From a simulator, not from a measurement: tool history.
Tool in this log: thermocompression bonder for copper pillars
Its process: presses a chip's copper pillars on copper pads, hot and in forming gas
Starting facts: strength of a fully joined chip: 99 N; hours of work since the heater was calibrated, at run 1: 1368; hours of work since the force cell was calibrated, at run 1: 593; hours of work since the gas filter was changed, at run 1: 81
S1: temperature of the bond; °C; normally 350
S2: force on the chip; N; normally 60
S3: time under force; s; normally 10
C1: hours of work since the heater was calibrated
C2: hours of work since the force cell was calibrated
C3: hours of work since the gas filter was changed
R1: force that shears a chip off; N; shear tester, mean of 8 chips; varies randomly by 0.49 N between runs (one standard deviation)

run,hour,S1,S2,S3,C1,C2,C3,R1
1,0.0,350,60,10,1368,593,81,68.9
# hour 42.8: forming gas filter changed
2,50.9,350,60,10,1402,628,6,71.0
# hour 67.4: heater calibrated with a thermocouple chip
3,98.4,350,59,10,21,659,37,73.2
4,132.2,350,59,10,45,683,60,72.2
5,175.1,350,59,10,74,712,90,71.9
# hour 202.4: forming gas filter changed
6,204.1,350,60,10,94,732,1,75.3
7,239.5,350,60,10,118,756,26,74.3
8,274.3,350,60,10,142,780,50,73.3
9,302.6,350,60,10,162,800,69,73.3
10,329.3,350,60,10,180,818,87,71.2
# hour 334.4: force cell calibrated
11,354.6,350,60,10,196,14,104,72.0
# hour 361.8: forming gas filter changed
12,387.7,350,43,10,219,36,18,64.4
13,438.3,350,60,10,254,71,53,73.4
14,463.7,350,80,10,271,89,70,81.4
15,490.2,350,80,10,289,107,88,80.0
# hour 519.2: forming gas filter changed
16,520.4,350,80,10,310,127,1,82.8
17,559.3,350,80,10,337,154,28,81.8
# hour 591.6: force cell calibrated, once more
18,600.4,346,80,21,364,6,55,87.4
19,637.4,325,73,16,389,32,80,75.1
20,659.7,325,73,16,405,47,96,74.7
# hour 678.2: forming gas filter changed
21,693.7,350,76,7,428,70,11,73.3
22,717.9,337,88,23,444,87,27,89.8
23,753.7,337,88,23,469,111,52,88.1
24,802.4,378,60,6,503,145,85,71.6
25,828.0,367,60,6,520,162,103,67.1
# hour 836.9: forming gas filter changed
26,864.4,361,84,6,545,187,19,77.8
27,912.1,350,48,17,578,220,52,73.6
28,947.5,350,48,17,602,244,76,73.9
29,976.2,370,55,15,622,264,96,80.8
# hour 994.4: forming gas filter changed
30,1006.1,365,48,9,642,284,8,69.1
31,1038.5,350,80,8,664,307,30,76.8

What if the next run were any one of these 4? Each begins from the tool's condition after run 31:
A,1067.9,350,80,16,685,327,51,?
B,1067.9,350,48,10,685,327,51,?
C,1067.9,350,69,8,685,327,51,?
D,1067.9,320,55,6,685,327,51,?

run,R1
A,85.4
B,64.8
C,71.9
D,48.7
The same runs, with their run-to-run variation unchanged, on a tool lacking any hidden condition would have given:
run,R1
A,88.1
B,67.6
C,74.7
D,51.3
